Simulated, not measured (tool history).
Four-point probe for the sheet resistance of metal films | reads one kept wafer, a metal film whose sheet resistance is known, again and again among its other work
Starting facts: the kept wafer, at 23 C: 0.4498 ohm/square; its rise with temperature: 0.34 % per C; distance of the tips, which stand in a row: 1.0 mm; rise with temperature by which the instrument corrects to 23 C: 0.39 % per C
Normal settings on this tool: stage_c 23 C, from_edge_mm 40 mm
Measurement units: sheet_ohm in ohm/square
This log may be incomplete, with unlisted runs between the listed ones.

{"run": 1, "day": 0.0, "stage_c": 23, "from_edge_mm": 40, "sheet_ohm": 0.450801}
{"run": 2, "day": 0.475, "stage_c": 23, "from_edge_mm": 40, "sheet_ohm": 0.45061}
{"run": 3, "day": 1.346, "stage_c": 23, "from_edge_mm": 40, "sheet_ohm": 0.450605}
{"run": 4, "day": 2.008, "stage_c": 23, "from_edge_mm": 3, "sheet_ohm": 0.475749}
{"run": 5, "day": 2.429, "stage_c": 23, "from_edge_mm": 6, "sheet_ohm": 0.457037}
{"run": 6, "day": 3.1, "stage_c": 23, "from_edge_mm": 6, "sheet_ohm": 0.457221}
{"run": 7, "day": 3.642, "stage_c": 23, "from_edge_mm": 6, "sheet_ohm": 0.457254}
{"run": 8, "day": 4.492, "stage_c": 23, "from_edge_mm": 6, "sheet_ohm": 0.457273}
{"run": 9, "day": 5.304, "stage_c": 20, "from_edge_mm": 6, "sheet_ohm": 0.457804}
{"run": 10, "day": 6.138, "stage_c": 20, "from_edge_mm": 6, "sheet_ohm": 0.457744}
{"run": 11, "day": 7.1, "stage_c": 29, "from_edge_mm": 40, "sheet_ohm": 0.449395}
{"run": 12, "day": 8.025, "stage_c": 23, "from_edge_mm": 40, "sheet_ohm": 0.450613}
{"run": 13, "day": 8.762, "stage_c": 23, "from_edge_mm": 40, "sheet_ohm": 0.450728}
{"run": 14, "day": 9.633, "stage_c": 24, "from_edge_mm": 40, "sheet_ohm": 0.450317}
{"run": 15, "day": 10.312, "stage_c": 24, "from_edge_mm": 40, "sheet_ohm": 0.450499}
{"run": 16, "day": 10.925, "stage_c": 23, "from_edge_mm": 40, "sheet_ohm": 0.450887}
{"run": 17, "day": 11.696, "stage_c": 23, "from_edge_mm": 40, "sheet_ohm": 0.450781}
{"run": 18, "day": 12.142, "stage_c": 19, "from_edge_mm": 40, "sheet_ohm": 0.451507}
{"run": 19, "day": 13.104, "stage_c": 19, "from_edge_mm": 40, "sheet_ohm": 0.451746}
{"run": 20, "day": 13.504, "stage_c": 23, "from_edge_mm": 40, "sheet_ohm": 0.450821}
{"run": 21, "day": 14.446, "stage_c": 23, "from_edge_mm": 52, "sheet_ohm": 0.449774}
{"run": 22, "day": 15.3, "stage_c": 23, "from_edge_mm": 52, "sheet_ohm": 0.449829}
{"run": 23, "day": 15.712, "stage_c": 28, "from_edge_mm": 62, "sheet_ohm": 0.448966}
{"run": 24, "day": 16.108, "stage_c": 26, "from_edge_mm": 8, "sheet_ohm": 0.452853}
{"run": 25, "day": 16.625, "stage_c": 27, "from_edge_mm": 68, "sheet_ohm": 0.448852}
{"run": 26, "day": 17.1, "stage_c": 27, "from_edge_mm": 68, "sheet_ohm": 0.448927}
{"run": 27, "day": 17.879, "stage_c": 21, "from_edge_mm": 8, "sheet_ohm": 0.453891}
{"run": 28, "day": 18.588, "stage_c": 23, "from_edge_mm": 39, "sheet_ohm": 0.449841}
{"run": 29, "day": 19.138, "stage_c": 23, "from_edge_mm": 39, "sheet_ohm": 0.449865}
{"run": 30, "day": 20.021, "stage_c": 24, "from_edge_mm": 43, "sheet_ohm": 0.449455}
{"run": 31, "day": 20.825, "stage_c": 24, "from_edge_mm": 43, "sheet_ohm": 0.449709}
{"run": 32, "day": 21.608, "stage_c": 24, "from_edge_mm": 43, "sheet_ohm": 0.449686}
{"run": 33, "day": 22.383, "stage_c": 26, "from_edge_mm": 3, "sheet_ohm": 0.474632}
{"run": 34, "day": 22.8, "stage_c": 22, "from_edge_mm": 15, "sheet_ohm": 0.451043}
{"run": 35, "day": 23.45, "stage_c": 31, "from_edge_mm": 13, "sheet_ohm": 0.449696}
{"run": 36, "day": 23.979, "stage_c": 18, "from_edge_mm": 13, "sheet_ohm": 0.452073}
{"run": 37, "day": 24.871, "stage_c": 23, "from_edge_mm": 63, "sheet_ohm": 0.449686}
{"run": 38, "day": 25.629, "stage_c": 21, "from_edge_mm": 63, "sheet_ohm": 0.4501}
{"run": 39, "day": 26.529, "stage_c": 21, "from_edge_mm": 63, "sheet_ohm": 0.450085}
{"run": 40, "day": 27.488, "stage_c": 23, "from_edge_mm": 14, "sheet_ohm": 0.450938}
{"run": 41, "day": 28.054, "stage_c": 32, "from_edge_mm": 13, "sheet_ohm": 0.449403}
{"run": 42, "day": 29.017, "stage_c": 26, "from_edge_mm": 31, "sheet_ohm": 0.449394}
{"run": 43, "day": 29.512, "stage_c": 34, "from_edge_mm": 32, "sheet_ohm": 0.447895}
{"run": 44, "day": 30.05, "stage_c": 23, "from_edge_mm": 13, "sheet_ohm": 0.45121}

Removed from this log: 2 entries logged between the listed runs. Between which two listed runs does each belong, and how does the tool's hidden state at the listed run before it compare with that at the listed run after it?
Between runs 15 and 16: stage's thermometer calibrated (day 10.404)
  inner tips' distance over the nominal, %: 0.008 -> 0.007; tips' flats over new ones', %: 32 -> 33; wafer's true temperature over the reading, C: 0.4 -> 0.57
  difference, measured minus the result without the unlogged condition, sheet_ohm: +0.000657 -> +0.000912 ohm/square
Between runs 20 and 21: stage's thermometer calibrated, once more (day 14.2)
  inner tips' distance over the nominal, %: -0.001 -> -0.004; wafer's true temperature over the reading, C: 0.59 -> -0.04
  difference, measured minus the result without the unlogged condition, sheet_ohm: +0.0009 -> -0.000083 ohm/square
